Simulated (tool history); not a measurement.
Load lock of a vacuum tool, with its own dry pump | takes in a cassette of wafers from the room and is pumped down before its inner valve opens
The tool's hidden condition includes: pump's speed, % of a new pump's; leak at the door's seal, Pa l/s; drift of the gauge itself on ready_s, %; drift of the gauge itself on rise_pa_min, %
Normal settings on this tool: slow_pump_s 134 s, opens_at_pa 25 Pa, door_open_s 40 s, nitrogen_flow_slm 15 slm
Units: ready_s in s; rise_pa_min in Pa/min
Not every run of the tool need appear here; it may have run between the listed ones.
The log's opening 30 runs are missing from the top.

| run | hour | slow_pump_s | opens_at_pa | door_open_s | nitrogen_flow_slm | hours that the pump has run since its overhaul | times that the door has closed on its seal | incoming humidity of the room's air, % | ready_s | rise_pa_min |
|---|---|---|---|---|---|---|---|---|---|---|
| 31 | 6322.2 | 134 | 21 | 114 | 5 | 16008 | 26285 | 41.5 | 205.3 | 0.211 |
| 32 | 6551.1 | 87 | 22 | 114 | 9 | 16237 | 27300 | 46.8 | 166.8 | 0.218 |
| 33 | 6670.2 | 79 | 46 | 40 | 15 | 16356 | 27828 | 44.8 | 150.5 | 0.194 |
| 34 | 6848.6 | 79 | 46 | 40 | 15 | 16535 | 28619 | 44.1 | 150.4 | 0.189 |
| 35 | 7015.5 | 187 | 34 | 38 | 10 | 16702 | 29358 | 45.3 | 242.9 | 0.215 |
| 36 | 7154.2 | 206 | 19 | 40 | 31 | 16840 | 29973 | 44.8 | 265.1 | 0.199 |
| 37 | 7317.1 | 75 | 27 | 177 | 6 | 17003 | 30695 | 43.9 | 154 | 0.275 |
| 38 | 7574.8 | 83 | 39 | 76 | 44 | 17261 | 31838 | 45.2 | 157.3 | 0.222 |

Alternative continuations, all from the tool just after run 38; predict every row:
| A | 7719.6 | 83 | 37 | 48 | 31 | 17406 | 32480 | 41.3 | ? | ? |
| B | 7719.6 | 83 | 39 | 76 | 5 | 17406 | 32480 | 44.9 | ? | ? |
| C | 7719.6 | 207 | 44 | 76 | 44 | 17406 | 32480 | 48.7 | ? | ? |

| run | ready_s | rise_pa_min |
|---|---|---|
| A | 156.5 | 0.221 |
| B | 156.2 | 0.259 |
| C | 256.6 | 0.24 |
With no hidden state in the tool, these same runs would have given:
| run | ready_s | rise_pa_min |
|---|---|---|
| A | 149.1 | 0.014 |
| B | 148.9 | 0.046 |
| C | 251.7 | 0.027 |
